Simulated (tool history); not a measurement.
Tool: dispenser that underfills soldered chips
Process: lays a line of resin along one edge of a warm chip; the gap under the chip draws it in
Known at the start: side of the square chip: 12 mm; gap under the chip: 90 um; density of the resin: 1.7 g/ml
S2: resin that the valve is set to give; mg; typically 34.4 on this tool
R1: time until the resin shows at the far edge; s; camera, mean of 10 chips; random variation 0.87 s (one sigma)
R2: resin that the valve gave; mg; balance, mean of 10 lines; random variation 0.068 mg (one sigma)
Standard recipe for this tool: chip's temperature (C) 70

run 1 day=0.000 | chip's_temperature_(C)=70 S2=34.4 | R1=161.8 R2=33.56
run 2 day=0.188 | chip's_temperature_(C)=70 S2=34.4 | R1=81.9 R2=33.49
run 3 day=0.521 | chip's_temperature_(C)=70 S2=34.4 | R1=122.2 R2=34.28
run 4 day=0.725 | chip's_temperature_(C)=70 S2=34.4 | R1=161.7 R2=34.19
run 5 day=0.962 | chip's_temperature_(C)=70 S2=34.4 | R1=87.5 R2=34.23
run 6 day=1.221 | chip's_temperature_(C)=70 S2=34.4 | R1=127.5 R2=34.07
run 7 day=1.500 | chip's_temperature_(C)=72 S2=34.4 | R1=165.3 R2=34.01
run 8 day=1.675 | chip's_temperature_(C)=75 S2=41.6 | R1=73.9 R2=41.06
run 9 day=1.883 | chip's_temperature_(C)=72 S2=31.4 | R1=116.8 R2=30.84
run 10 day=2.142 | chip's_temperature_(C)=78 S2=37.9 | R1=120.7 R2=37.29
run 11 day=2.308 | chip's_temperature_(C)=70 S2=43.1 | R1=89.4 R2=42.28
run 12 day=2.617 | chip's_temperature_(C)=70 S2=43.1 | R1=136.0 R2=42.05
run 13 day=2.846 | chip's_temperature_(C)=70 S2=43.1 | R1=188.7 R2=42.03

Not shown: 5 entries that the log had between the listed runs. Between which runs, and how does the tool's hidden state differ before and after?
Logged between run 1 and run 2: new syringe of resin (day 0.188)
  resin's viscosity, % of fresh resin's: 197.1 -> 101.2; dose that the valve gives, % of what is set: 97.52 -> 97.33; true chip temperature over the reading, C: 0.19 -> 0.21
  difference, measured minus the result without the unlogged condition, R1: +79.2 -> +0.4 s; R2: -0.86 -> -0.92 mg
Logged between run 2 and run 3: dispensing valve cleaned and set on the balance (day 0.408)
  resin's viscosity, % of fresh resin's: 101.2 -> 151.2; dose that the valve gives, % of what is set: 97.33 -> 99.83; true chip temperature over the reading, C: 0.21 -> 0.23
  difference, measured minus the result without the unlogged condition, R1: +0.4 -> +40.4 s; R2: -0.92 -> -0.06 mg
Logged between run 4 and run 5: new syringe of resin (day 0.900)
  resin's viscosity, % of fresh resin's: 200.5 -> 107.9; dose that the valve gives, % of what is set: 99.61 -> 99.37; true chip temperature over the reading, C: 0.25 -> 0.27
  difference, measured minus the result without the unlogged condition, R1: +80.1 -> +5.4 s; R2: -0.13 -> -0.22 mg
Logged between run 7 and run 8: new syringe of resin (day 1.567)
  resin's viscosity, % of fresh resin's: 227.7 -> 116.5; dose that the valve gives, % of what is set: 98.82 -> 98.66; true chip temperature over the reading, C: 0.32 -> 0.34
  difference, measured minus the result without the unlogged condition, R1: +91.7 -> +9.5 s; R2: -0.40 -> -0.56 mg
Logged between run 10 and run 11: new syringe of resin (day 2.225)
  resin's viscosity, % of fresh resin's: 221.6 -> 112.6; dose that the valve gives, % of what is set: 98.19 -> 98.03; true chip temperature over the reading, C: 0.38 -> 0.39
  difference, measured minus the result without the unlogged condition, R1: +65.2 -> +8.5 s; R2: -0.68 -> -0.85 mg
